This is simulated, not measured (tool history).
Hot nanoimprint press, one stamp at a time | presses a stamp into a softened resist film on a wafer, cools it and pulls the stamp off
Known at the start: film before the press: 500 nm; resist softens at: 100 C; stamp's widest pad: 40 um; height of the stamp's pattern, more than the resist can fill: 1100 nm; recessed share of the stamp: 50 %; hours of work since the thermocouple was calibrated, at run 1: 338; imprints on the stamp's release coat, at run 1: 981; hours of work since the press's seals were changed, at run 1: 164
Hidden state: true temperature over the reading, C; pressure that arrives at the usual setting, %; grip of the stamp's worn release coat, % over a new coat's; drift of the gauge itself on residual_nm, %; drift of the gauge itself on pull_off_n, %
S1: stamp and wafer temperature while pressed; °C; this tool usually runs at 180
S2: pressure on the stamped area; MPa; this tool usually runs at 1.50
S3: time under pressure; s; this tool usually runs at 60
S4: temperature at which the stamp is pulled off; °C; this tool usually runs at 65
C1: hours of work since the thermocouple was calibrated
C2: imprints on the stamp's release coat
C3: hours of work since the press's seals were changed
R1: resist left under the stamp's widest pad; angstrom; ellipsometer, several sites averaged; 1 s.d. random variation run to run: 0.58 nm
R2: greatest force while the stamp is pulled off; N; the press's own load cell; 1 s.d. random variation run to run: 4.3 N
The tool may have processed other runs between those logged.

run	hour	S1	S2	S3	S4	C1	C2	C3	R1	R2
1	0.0	180	1.50	60	65	338	981	164	2186	253
2	8.5	180	1.50	60	65	343	1002	169	2175	264
3	17.9	179	1.50	60	65	349	1025	176	2236	248
4	23.4	180	1.39	60	65	353	1038	179	2252	254
5	30.8	180	1.50	60	65	358	1056	184	2171	268
# hour 37.9: plate thermocouple calibrated
6	41.5	180	1.50	60	65	2	1075	189	2281	270
7	49.2	180	1.59	60	65	7	1094	194	2217	265
8	59.3	180	1.50	60	65	14	1119	200	2276	267
9	64.7	180	1.50	60	65	17	1132	204	2275	272
10	74.4	182	1.50	60	65	24	1155	210	2123	257
11	79.0	182	1.50	60	65	27	1167	213	2117	269
12	87.9	180	1.50	60	65	32	1189	219	2268	262
13	95.8	180	1.50	60	65	37	1208	224	2280	265
14	101.1	180	1.50	60	65	41	1221	227	2276	265
15	109.2	180	1.50	60	65	46	1241	233	2278	271
16	117.3	180	1.08	46	65	51	1260	238	2852	270
17	127.1	180	1.08	46	65	58	1284	244	2866	277
18	131.8	184	2.08	34	70	61	1296	247	2100	264
19	140.5	172	2.08	40	70	66	1317	253	2988	265
20	150.6	172	2.08	40	70	73	1342	259	2990	268
21	155.0	181	1.58	91	72	76	1352	262	1817	266
22	159.5	181	1.58	91	72	79	1363	265	1815	248
23	166.6	182	1.50	81	59	83	1381	270	1874	288
24	175.2	180	1.50	49	64	89	1402	275	2431	283
25	183.1	180	1.11	60	65	94	1421	280	2572	282
26	189.1	180	1.11	50	66	98	1436	284	2747	283
27	197.9	180	1.18	55	67	103	1457	290	2595	279
# hour 208.1: stamp cleaned and given a new release coat
28	209.4	184	2.16	114	61	107	4	293	1260	212

Here are 5 independent what-if runs from the current tool condition. What would each one return?
A	214.3	180	1.50	67	68	110	16	297	?	?
B	214.3	185	2.26	114	61	110	16	297	?	?
C	214.3	173	2.31	60	59	110	16	297	?	?
D	214.3	184	2.16	114	59	110	16	297	?	?
E	214.3	185	1.21	114	70	110	16	297	?	?

run	R1	R2
A	2175	203
B	1186	225
C	2411	225
D	1262	224
E	1621	194
What these runs would have given with no unlogged condition in the tool:
run	R1	R2
A	2200	203
B	1194	225
C	2432	226
D	1272	225
E	1643	194
